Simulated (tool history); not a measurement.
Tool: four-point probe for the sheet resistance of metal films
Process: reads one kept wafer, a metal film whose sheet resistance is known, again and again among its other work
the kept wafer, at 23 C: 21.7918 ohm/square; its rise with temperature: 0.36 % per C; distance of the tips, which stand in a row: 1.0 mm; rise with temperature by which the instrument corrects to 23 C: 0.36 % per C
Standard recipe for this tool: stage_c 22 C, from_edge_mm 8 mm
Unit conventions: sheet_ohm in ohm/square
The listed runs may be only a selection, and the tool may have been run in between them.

run      day  stage_c  from_edge_mm  sheet_ohm
  1    0.000       22             8  21.845280
  2    2.150       22             8  21.836965
  3    6.029       22            32  21.669658
  4    8.350       22            22  21.682447
  5   11.604       22            22  21.681945
  6   14.321       22             8  21.837529
  7   17.125       22             8  21.831584
  8   19.004       22             8  21.829540
  9   21.067       22            58  21.648289
 10   25.158       22            58  21.641266
 11   29.404       22            58  21.638759
 12   33.238       22            58  21.634416
      33.458  -- stage's thermometer calibrated
 13   35.375       22             8  21.812049
 14   38.029       22             8  21.808280
 15   40.388       22             8  21.802116
 16   44.950       24             8  21.802850
      45.183  -- stage's thermometer calibrated, once more
 17   49.462       24             9  21.770356
 18   52.579       31             8  21.814705
 19   56.117       31             8  21.811750
 20   58.929       31             8  21.815433
 21   61.917       22             8  21.789730
 22   65.133       22             8  21.793089
 23   69.379       30            19  21.647681
 24   73.217       29             5  22.058704
 25   76.938       33            59  21.622420
 26   79.221       33            41  21.605310
 27   82.875       32            64  21.610013
 28   86.229       32            64  21.598792
      88.450  -- new probe head fitted
 29   90.758       25            54  21.762625
 30   95.008       22             4  22.458862
 31   98.004       23            39  21.754995
 32  101.596       23            39  21.751598
 33  103.762       23            39  21.748583
 34  107.396       23            39  21.742572
 35  111.588       29            16  21.790011
 36  114.654       18             3  22.944663
 37  118.804       27            27  21.743537
 38  121.212       20             6  22.041302
 39  124.354       22            20  21.742841
 40  127.675       21            10  21.826784
 41  131.279       19             3  22.926063
 42  135.262       24             4  22.429534
 43  137.946       24            37  21.709857

Forecast each of these 3 alternatives for the next run:
  A  140.383       27             8          ?
  B  140.383       35            37          ?
  C  140.383       23            18          ?

run  sheet_ohm
  A  21.887988
  B  21.729948
  C  21.734937
The same runs, with their run-to-run variation unchanged, on a tool lacking any hidden condition would have given:
run  sheet_ohm
  A  21.979136
  B  21.819783
  C  21.825845
